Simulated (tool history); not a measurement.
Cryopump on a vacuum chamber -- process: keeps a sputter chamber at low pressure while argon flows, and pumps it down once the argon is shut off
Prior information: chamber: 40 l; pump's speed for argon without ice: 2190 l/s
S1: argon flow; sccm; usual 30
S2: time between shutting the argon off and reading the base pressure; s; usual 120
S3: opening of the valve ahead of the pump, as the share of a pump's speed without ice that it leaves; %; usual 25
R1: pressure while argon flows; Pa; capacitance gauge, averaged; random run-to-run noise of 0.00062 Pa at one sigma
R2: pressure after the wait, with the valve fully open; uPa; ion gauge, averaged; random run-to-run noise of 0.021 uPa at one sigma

| run | hour | S1 | S2 | S3 | R1 | R2 |
|---|---|---|---|---|---|---|
| 1 | 0 | 30 | 120 | 25 | 0.094 | 0.8 |
| 2 | 28.2 | 30 | 120 | 25 | 0.0948 | 0.89 |
| 3 | 67.9 | 30 | 120 | 25 | 0.0952 | 0.87 |
| 4 | 112.8 | 30 | 120 | 23 | 0.1032 | 0.93 |
| 5 | 171 | 30 | 273 | 25 | 0.0955 | 0.77 |
| 6 | 197.5 | 33 | 273 | 25 | 0.106 | 0.79 |
| 7 | 223.2 | 33 | 273 | 25 | 0.1045 | 0.84 |
| 8 | 259.3 | 33 | 273 | 25 | 0.1064 | 0.87 |
| 9 | 289.1 | 30 | 120 | 45 | 0.0547 | 1.06 |
| 10 | 340.8 | 17 | 41 | 42 | 0.0334 | 1.78 |
| 11 | 387.3 | 17 | 41 | 28 | 0.0483 | 1.88 |
| 12 | 447.3 | 17 | 41 | 28 | 0.0491 | 1.9 |
| 13 | 491.4 | 17 | 41 | 28 | 0.0492 | 1.91 |
| 14 | 526.9 | 45 | 37 | 19 | 0.1894 | 2.09 |
| 15 | 552.4 | 13 | 131 | 25 | 0.0423 | 1.31 |
| 16 | 600.1 | 13 | 131 | 25 | 0.0428 | 1.36 |
|  | 612.3 | pump warmed up, emptied and cooled again |
| 17 | 647.3 | 21 | 120 | 25 | 0.0657 | 1.28 |

3 options for the next run, each taken on its own from the tool as it stands now. Forecast them:
| A | 706.7 | 37 | 292 | 32 | ? | ? |
| B | 706.7 | 13 | 120 | 25 | ? | ? |
| C | 706.7 | 13 | 67 | 25 | ? | ? |

| run | R1 | R2 |
|---|---|---|
| A | 0.0902 | 1.1 |
| B | 0.0404 | 1.35 |
| C | 0.04 | 1.66 |
Had the tool no hidden state, the same runs would have come out as:
| run | R1 | R2 |
|---|---|---|
| A | 0.0894 | 0.3 |
| B | 0.0401 | 0.51 |
| C | 0.0397 | 0.82 |
